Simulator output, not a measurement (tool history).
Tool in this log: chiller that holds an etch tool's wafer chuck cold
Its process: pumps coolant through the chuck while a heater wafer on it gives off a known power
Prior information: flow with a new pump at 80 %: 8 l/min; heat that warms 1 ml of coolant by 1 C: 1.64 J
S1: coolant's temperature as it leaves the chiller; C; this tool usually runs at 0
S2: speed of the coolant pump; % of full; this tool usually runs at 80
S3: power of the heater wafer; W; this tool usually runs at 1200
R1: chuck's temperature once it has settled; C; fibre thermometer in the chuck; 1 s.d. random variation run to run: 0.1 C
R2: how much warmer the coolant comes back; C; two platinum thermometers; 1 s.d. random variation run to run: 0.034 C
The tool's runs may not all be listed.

run	hour	S1	S2	S3	R1	R2
1	0	0	80	1200	10.4	5.57
2	42.6	0	80	1200	10.4	5.66
3	77.4	0	91	1200	9.5	4.96
4	103.6	0	91	1200	9.4	4.9
5	122.1	0	91	1200	9.5	4.94
6	149.2	0	80	1200	10.4	5.6
7	170.2	0	80	1200	10.3	5.61
8	192.6	0	80	1200	10.4	5.66
9	221.7	0	80	1200	10.5	5.62
10	254.6	0	80	609	5.2	2.79
11	282.9	0	80	609	5.3	2.87
12	315.9	0	80	609	5.3	2.87
13	342.8	0	80	1712	15.1	8.06
14	373.2	0	80	1712	15.2	8.07
# hour 380.8: coolant pump overhauled
15	400.9	0	80	1712	15.2	8.1
16	420.2	0	66	1200	12.4	6.82
17	458.6	1	80	1094	10.9	5.15
# hour 481.6: coolant pump overhauled, once more
18	481.6	1	91	1094	9.5	4.41
19	505.3	-1	79	1200	9.4	5.53
20	524.2	-7	78	893	0.7	4.15
21	564	-7	78	893	0.6	4.19
22	591.5	-7	78	893	0.8	4.18
23	629.8	-10	61	670	-3.1	3.95
24	667.8	-2	61	760	6.1	4.58
25	689.9	-2	61	760	6.2	4.53
26	731.5	-2	61	760	6.1	4.56
27	759.7	2	66	784	9.7	4.31
28	787.9	3	83	1564	16.2	6.94
29	824.4	0	80	1451	12.5	6.58
30	863.8	0	80	1451	12.7	6.66
31	897.3	8	80	1037	16.9	4.84

Table of differences, measured result less the result of that run with no hidden state. Run-to-run variation is the same in both. Gauge scatter possibly is not:
The hidden state here: heat passed by the chuck's channels, % of clean ones'; flow at a given pump speed, % of a new pump's; coolant's true temperature over the reading, C; drift of the gauge itself on chuck_c, C; drift of the gauge itself on warmer_back_c, C.
run	R1	R2
1	+0.2	+0.12
2	+0.3	+0.12
3	+0.3	+0.11
4	+0.3	+0.11
5	+0.2	+0.11
6	+0.3	+0.13
7	+0.3	+0.13
8	+0.3	+0.14
9	+0.3	+0.14
10	+0.2	+0.07
11	+0.1	+0.07
12	+0.2	+0.08
13	+0.5	+0.22
14	+0.6	+0.22
15	+0.7	+0.27
16	+0.5	+0.23
17	+0.4	+0.18
18	+0.1	-0.02
19	+0.2	-0.03
20	+0.1	-0.01
21	+0.1	-0.02
22	+0.1	-0.01
23	+0.1	-0.01
24	+0.2	+0
25	+0.2	+0
26	+0.1	+0
27	+0.2	+0
28	+0.4	+0.01
29	+0.3	+0.01
30	+0.3	+0.02
31	+0.2	+0.02

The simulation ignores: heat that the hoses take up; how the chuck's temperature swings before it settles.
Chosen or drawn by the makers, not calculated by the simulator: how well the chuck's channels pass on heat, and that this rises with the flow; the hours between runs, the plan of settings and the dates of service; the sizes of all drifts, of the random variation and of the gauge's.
